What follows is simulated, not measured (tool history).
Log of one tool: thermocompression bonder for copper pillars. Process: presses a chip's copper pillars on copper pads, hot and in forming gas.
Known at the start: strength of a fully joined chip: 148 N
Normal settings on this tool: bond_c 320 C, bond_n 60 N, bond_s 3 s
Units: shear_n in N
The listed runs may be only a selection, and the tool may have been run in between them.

| run | day | bond_c | bond_n | bond_s | shear_n |
|---|---|---|---|---|---|
| 1 | 0.000 | 320 | 60 | 3 | 86.4 |
| 2 | 1.283 | 320 | 60 | 7 | 107.7 |
| 3 | 3.667 | 320 | 60 | 4 | 92.2 |
| 4 | 5.188 | 320 | 60 | 4 | 89.7 |
| 5 | 7.667 | 320 | 60 | 4 | 89.5 |
| 6 | 9.033 | 320 | 60 | 3 | 80.8 |
| 7 | 10.467 | 320 | 60 | 3 | 77.7 |
| 8 | 12.721 | 320 | 60 | 3 | 77.7 |
|  | 13.412 | forming gas filter changed |
| 9 | 14.750 | 320 | 60 | 3 | 85.3 |
|  | 14.938 | force cell calibrated |
| 10 | 17.417 | 321 | 60 | 3 | 84.7 |
| 11 | 19.750 | 321 | 60 | 3 | 80.7 |
| 12 | 22.254 | 331 | 38 | 4 | 68.5 |
| 13 | 24.612 | 329 | 60 | 3 | 85.5 |
| 14 | 26.579 | 339 | 56 | 2 | 77.2 |
|  | 27.088 | force cell calibrated, once more |
| 15 | 28.004 | 341 | 47 | 3 | 83.3 |
|  | 28.662 | forming gas filter changed |
| 16 | 30.633 | 341 | 47 | 3 | 95.9 |
| 17 | 33.050 | 341 | 47 | 3 | 92.4 |
| 18 | 34.596 | 349 | 40 | 3 | 88.2 |
| 19 | 36.212 | 320 | 89 | 4 | 120.0 |
| 20 | 37.396 | 320 | 89 | 4 | 118.3 |
| 21 | 38.692 | 328 | 68 | 4 | 106.4 |

Below, some changes in shear_n between adjacent runs. For each, the amount present without the hidden state too (settings, incoming material, random variation) and the amount remaining for the hidden state with gauge scatter not shared by both compared results:
What the log doesn't record here: true temperature of the bond over the reading, C; force that reaches the chip, % of what is set; oxide that the forming gas leaves, % of the face; drift of the gauge itself on shear_n, %.
Run 1 -> 2: bond_s 3 -> 7. shear_n +21.3 N: hidden state -1.0, all else +22.3.
Run 8 -> 9: forming gas filter changed. shear_n +7.6 N: hidden state +9.3, all else -1.7.
Run 15 -> 16: forming gas filter changed. shear_n +12.6 N: hidden state +10.1, all else +2.5.
Run 18 -> 19: bond_c 349 -> 320, bond_n 40 -> 89, bond_s 3 -> 4. shear_n +31.8 N: hidden state -3.9, all else +35.7.
